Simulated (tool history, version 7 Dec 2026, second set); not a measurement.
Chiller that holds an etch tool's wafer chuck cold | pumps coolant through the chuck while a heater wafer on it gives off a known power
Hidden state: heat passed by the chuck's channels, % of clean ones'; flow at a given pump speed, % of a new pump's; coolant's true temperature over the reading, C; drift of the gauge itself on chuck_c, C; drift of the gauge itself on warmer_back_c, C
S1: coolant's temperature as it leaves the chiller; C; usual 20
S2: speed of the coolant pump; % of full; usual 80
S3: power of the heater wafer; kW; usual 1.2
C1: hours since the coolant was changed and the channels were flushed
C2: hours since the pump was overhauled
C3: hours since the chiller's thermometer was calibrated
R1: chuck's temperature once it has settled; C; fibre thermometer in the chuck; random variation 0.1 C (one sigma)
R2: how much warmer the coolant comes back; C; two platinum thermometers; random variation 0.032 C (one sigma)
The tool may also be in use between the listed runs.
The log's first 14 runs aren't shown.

{"run": 15, "day": 20.762, "S1": 20, "S2": 80, "S3": 0.894, "C1": 3736, "C2": 634, "C3": 2090, "R1": 27, "R2": 2.79}
{"run": 16, "day": 21.754, "S1": 20, "S2": 92, "S3": 1.2, "C1": 3760, "C2": 658, "C3": 2114, "R1": 28.4, "R2": 3.21}
{"run": 17, "day": 23.196, "S1": 20, "S2": 92, "S3": 1.2, "C1": 3794, "C2": 693, "C3": 2149, "R1": 28.3, "R2": 3.24}
{"run": 18, "day": 24.296, "S1": 23, "S2": 98, "S3": 0.681, "C1": 3821, "C2": 719, "C3": 2175, "R1": 27.4, "R2": 1.7}
{"run": 19, "day": 26.125, "S1": 12, "S2": 62, "S3": 1.702, "C1": 3865, "C2": 763, "C3": 2219, "R1": 28.9, "R2": 7}
{"run": 20, "day": 27.45, "S1": 11, "S2": 80, "S3": 0.987, "C1": 3896, "C2": 795, "C3": 2251, "R1": 18.6, "R2": 3.07}
{"run": 21, "day": 28.908, "S1": 11, "S2": 68, "S3": 1.42, "C1": 3931, "C2": 830, "C3": 2286, "R1": 24, "R2": 5.31}
{"run": 22, "day": 29.742, "S1": 11, "S2": 68, "S3": 1.42, "C1": 3951, "C2": 850, "C3": 2306, "R1": 24.1, "R2": 5.3}
{"run": 23, "day": 30.642, "S1": 11, "S2": 68, "S3": 1.42, "C1": 3973, "C2": 871, "C3": 2327, "R1": 23.9, "R2": 5.25}
{"run": 24, "day": 31.842, "S1": 11, "S2": 82, "S3": 0.934, "C1": 4002, "C2": 900, "C3": 2356, "R1": 18.2, "R2": 2.85}
{"run": 25, "day": 32.929, "S1": 27, "S2": 78, "S3": 1.26, "C1": 4028, "C2": 926, "C3": 2382, "R1": 37.1, "R2": 4.07}
{"run": 26, "day": 34.592, "S1": 24, "S2": 90, "S3": 1.2, "C1": 4068, "C2": 966, "C3": 2422, "R1": 32.6, "R2": 3.36}
{"run": 27, "day": 35.804, "S1": 24, "S2": 90, "S3": 1.2, "C1": 4097, "C2": 995, "C3": 2451, "R1": 32.5, "R2": 3.32}
{"run": 28, "day": 36.988, "S1": 24, "S2": 90, "S3": 1.2, "C1": 4125, "C2": 1024, "C3": 2480, "R1": 32.7, "R2": 3.35}
{"run": 29, "day": 38.108, "S1": 14, "S2": 89, "S3": 1.391, "C1": 4152, "C2": 1051, "C3": 2507, "R1": 24.2, "R2": 3.9}
{"run": 30, "day": 39.471, "S1": 11, "S2": 77, "S3": 0.759, "C1": 4185, "C2": 1083, "C3": 2539, "R1": 17.3, "R2": 2.55}
{"run": 31, "day": 41.1, "S1": 12, "S2": 92, "S3": 0.932, "C1": 4224, "C2": 1123, "C3": 2578, "R1": 18.5, "R2": 2.48}
{"run": 32, "day": 42.942, "S1": 20, "S2": 77, "S3": 1.395, "C1": 4268, "C2": 1167, "C3": 2623, "R1": 31.6, "R2": 4.63}
{"run": 33, "day": 44.617, "S1": 20, "S2": 77, "S3": 1.395, "C1": 4308, "C2": 1207, "C3": 2663, "R1": 31.6, "R2": 4.56}

Forecast each of these 3 alternatives for the next run:
{"run": "A", "day": 46.546, "S1": 20, "S2": 80, "S3": 0.962, "C1": 4355, "C2": 1253, "C3": 2709, "R1": "?", "R2": "?"}
{"run": "B", "day": 46.546, "S1": 12, "S2": 77, "S3": 0.812, "C1": 4355, "C2": 1253, "C3": 2709, "R1": "?", "R2": "?"}
{"run": "C", "day": 46.546, "S1": 20, "S2": 99, "S3": 1.204, "C1": 4355, "C2": 1253, "C3": 2709, "R1": "?", "R2": "?"}

run=A R1=27.5 R2=3.03
run=B R1=18.6 R2=2.67
run=C R1=28.1 R2=3.04
Without the tool's hidden state the same runs would have given:
run=A R1=27 R2=2.96
run=B R1=18.2 R2=2.62
run=C R1=27.6 R2=2.98

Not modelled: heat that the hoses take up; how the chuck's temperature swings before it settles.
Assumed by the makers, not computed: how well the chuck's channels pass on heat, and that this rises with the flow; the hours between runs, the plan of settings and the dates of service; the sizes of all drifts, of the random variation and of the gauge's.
